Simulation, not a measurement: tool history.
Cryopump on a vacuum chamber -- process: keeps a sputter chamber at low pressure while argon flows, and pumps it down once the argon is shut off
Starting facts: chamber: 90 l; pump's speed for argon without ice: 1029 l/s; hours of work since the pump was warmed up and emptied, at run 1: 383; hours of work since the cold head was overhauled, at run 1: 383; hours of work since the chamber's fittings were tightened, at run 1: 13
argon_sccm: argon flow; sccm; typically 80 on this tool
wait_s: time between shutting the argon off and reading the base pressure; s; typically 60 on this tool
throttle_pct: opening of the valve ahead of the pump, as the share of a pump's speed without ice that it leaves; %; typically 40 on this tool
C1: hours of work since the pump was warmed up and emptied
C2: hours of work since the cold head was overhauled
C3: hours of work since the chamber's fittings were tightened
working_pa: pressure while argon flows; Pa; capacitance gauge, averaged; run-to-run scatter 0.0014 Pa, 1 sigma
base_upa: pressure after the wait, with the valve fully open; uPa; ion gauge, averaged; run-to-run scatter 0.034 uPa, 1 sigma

{"run": 1, "day": 0.0, "argon_sccm": 80, "wait_s": 60, "throttle_pct": 40, "C1": 383, "C2": 383, "C3": 13, "working_pa": 0.3698, "base_upa": 2.02}
{"day": 1.158, "done": "pump warmed up, emptied and cooled again"}
{"run": 2, "day": 1.396, "argon_sccm": 80, "wait_s": 60, "throttle_pct": 40, "C1": 5, "C2": 407, "C3": 37, "working_pa": 0.3292, "base_upa": 1.94}
{"run": 3, "day": 2.671, "argon_sccm": 80, "wait_s": 60, "throttle_pct": 16, "C1": 31, "C2": 433, "C3": 63, "working_pa": 0.8289, "base_upa": 1.97}
{"run": 4, "day": 3.517, "argon_sccm": 126, "wait_s": 60, "throttle_pct": 16, "C1": 48, "C2": 450, "C3": 80, "working_pa": 1.3057, "base_upa": 2.03}
{"run": 5, "day": 4.379, "argon_sccm": 126, "wait_s": 60, "throttle_pct": 16, "C1": 65, "C2": 467, "C3": 98, "working_pa": 1.3004, "base_upa": 2.07}
{"run": 6, "day": 5.533, "argon_sccm": 126, "wait_s": 60, "throttle_pct": 16, "C1": 89, "C2": 491, "C3": 121, "working_pa": 1.3049, "base_upa": 2.14}
{"run": 7, "day": 6.429, "argon_sccm": 80, "wait_s": 60, "throttle_pct": 35, "C1": 107, "C2": 509, "C3": 139, "working_pa": 0.3867, "base_upa": 2.22}
{"run": 8, "day": 6.958, "argon_sccm": 80, "wait_s": 60, "throttle_pct": 35, "C1": 117, "C2": 520, "C3": 150, "working_pa": 0.3884, "base_upa": 2.16}
{"run": 9, "day": 8.246, "argon_sccm": 80, "wait_s": 60, "throttle_pct": 35, "C1": 144, "C2": 546, "C3": 176, "working_pa": 0.3879, "base_upa": 2.28}
{"run": 10, "day": 8.771, "argon_sccm": 80, "wait_s": 46, "throttle_pct": 40, "C1": 154, "C2": 556, "C3": 187, "working_pa": 0.344, "base_upa": 2.76}
{"run": 11, "day": 9.642, "argon_sccm": 80, "wait_s": 60, "throttle_pct": 52, "C1": 172, "C2": 574, "C3": 204, "working_pa": 0.2677, "base_upa": 2.28}
{"run": 12, "day": 10.412, "argon_sccm": 80, "wait_s": 60, "throttle_pct": 40, "C1": 187, "C2": 590, "C3": 220, "working_pa": 0.345, "base_upa": 2.3}
{"run": 13, "day": 11.717, "argon_sccm": 80, "wait_s": 60, "throttle_pct": 40, "C1": 214, "C2": 616, "C3": 246, "working_pa": 0.3481, "base_upa": 2.37}
{"run": 14, "day": 12.688, "argon_sccm": 80, "wait_s": 60, "throttle_pct": 40, "C1": 234, "C2": 636, "C3": 266, "working_pa": 0.3507, "base_upa": 2.43}
{"run": 15, "day": 13.583, "argon_sccm": 80, "wait_s": 60, "throttle_pct": 40, "C1": 252, "C2": 654, "C3": 284, "working_pa": 0.3536, "base_upa": 2.44}
{"run": 16, "day": 14.871, "argon_sccm": 80, "wait_s": 60, "throttle_pct": 40, "C1": 278, "C2": 680, "C3": 310, "working_pa": 0.3558, "base_upa": 2.6}
{"run": 17, "day": 15.812, "argon_sccm": 80, "wait_s": 60, "throttle_pct": 40, "C1": 297, "C2": 699, "C3": 329, "working_pa": 0.362, "base_upa": 2.69}
{"run": 18, "day": 16.4, "argon_sccm": 80, "wait_s": 60, "throttle_pct": 40, "C1": 309, "C2": 711, "C3": 341, "working_pa": 0.3647, "base_upa": 2.58}
{"run": 19, "day": 17.562, "argon_sccm": 80, "wait_s": 60, "throttle_pct": 40, "C1": 332, "C2": 734, "C3": 365, "working_pa": 0.3633, "base_upa": 2.74}
{"run": 20, "day": 18.288, "argon_sccm": 80, "wait_s": 60, "throttle_pct": 40, "C1": 347, "C2": 749, "C3": 379, "working_pa": 0.3651, "base_upa": 2.68}
{"run": 21, "day": 19.267, "argon_sccm": 80, "wait_s": 60, "throttle_pct": 40, "C1": 367, "C2": 769, "C3": 399, "working_pa": 0.3695, "base_upa": 2.79}
{"run": 22, "day": 20.092, "argon_sccm": 37, "wait_s": 187, "throttle_pct": 18, "C1": 384, "C2": 786, "C3": 416, "working_pa": 0.359, "base_upa": 1.72}
{"run": 23, "day": 20.912, "argon_sccm": 37, "wait_s": 187, "throttle_pct": 18, "C1": 400, "C2": 802, "C3": 433, "working_pa": 0.358, "base_upa": 1.79}
{"day": 21.238, "done": "pump warmed up, emptied and cooled again"}
{"run": 24, "day": 22.117, "argon_sccm": 80, "wait_s": 60, "throttle_pct": 55, "C1": 18, "C2": 822, "C3": 453, "working_pa": 0.242, "base_upa": 2.47}
{"run": 25, "day": 22.938, "argon_sccm": 44, "wait_s": 27, "throttle_pct": 40, "C1": 34, "C2": 839, "C3": 469, "working_pa": 0.1821, "base_upa": 4.44}
{"run": 26, "day": 24.104, "argon_sccm": 108, "wait_s": 251, "throttle_pct": 19, "C1": 58, "C2": 863, "C3": 493, "working_pa": 0.9456, "base_upa": 1.46}
{"run": 27, "day": 25.35, "argon_sccm": 108, "wait_s": 251, "throttle_pct": 19, "C1": 83, "C2": 888, "C3": 518, "working_pa": 0.9481, "base_upa": 1.5}
{"run": 28, "day": 26.029, "argon_sccm": 149, "wait_s": 60, "throttle_pct": 16, "C1": 97, "C2": 902, "C3": 532, "working_pa": 1.5502, "base_upa": 2.72}
{"run": 29, "day": 27.012, "argon_sccm": 111, "wait_s": 183, "throttle_pct": 38, "C1": 117, "C2": 922, "C3": 552, "working_pa": 0.4973, "base_upa": 1.77}
{"run": 30, "day": 27.592, "argon_sccm": 111, "wait_s": 246, "throttle_pct": 38, "C1": 129, "C2": 933, "C3": 564, "working_pa": 0.5015, "base_upa": 1.63}
{"run": 31, "day": 28.508, "argon_sccm": 111, "wait_s": 246, "throttle_pct": 38, "C1": 147, "C2": 952, "C3": 582, "working_pa": 0.5012, "base_upa": 1.64}
{"run": 32, "day": 29.4, "argon_sccm": 41, "wait_s": 298, "throttle_pct": 34, "C1": 165, "C2": 970, "C3": 600, "working_pa": 0.2054, "base_upa": 1.63}
{"run": 33, "day": 30.571, "argon_sccm": 41, "wait_s": 298, "throttle_pct": 34, "C1": 189, "C2": 994, "C3": 624, "working_pa": 0.2094, "base_upa": 1.72}
{"run": 34, "day": 31.825, "argon_sccm": 60, "wait_s": 81, "throttle_pct": 18, "C1": 215, "C2": 1019, "C3": 649, "working_pa": 0.5696, "base_upa": 2.64}
{"run": 35, "day": 32.808, "argon_sccm": 60, "wait_s": 148, "throttle_pct": 16, "C1": 234, "C2": 1039, "C3": 669, "working_pa": 0.6342, "base_upa": 2.14}

Each row is a separate what-if for the run after 35, all from the same tool condition, not one after another. Results?
{"run": "A", "day": 34.112, "argon_sccm": 127, "wait_s": 32, "throttle_pct": 31, "C1": 261, "C2": 1065, "C3": 696, "working_pa": "?", "base_upa": "?"}
{"run": "B", "day": 34.112, "argon_sccm": 47, "wait_s": 38, "throttle_pct": 46, "C1": 261, "C2": 1065, "C3": 696, "working_pa": "?", "base_upa": "?"}
{"run": "C", "day": 34.112, "argon_sccm": 49, "wait_s": 151, "throttle_pct": 17, "C1": 261, "C2": 1065, "C3": 696, "working_pa": "?", "base_upa": "?"}

run=A working_pa=0.7133 base_upa=4.56
run=B working_pa=0.1858 base_upa=4.08
run=C working_pa=0.4940 base_upa=2.21
Stripped of hidden state, with their random variation kept, the same runs would have yielded:
run=A working_pa=0.6688 base_upa=3.27
run=B working_pa=0.1693 base_upa=2.78
run=C working_pa=0.4767 base_upa=0.94
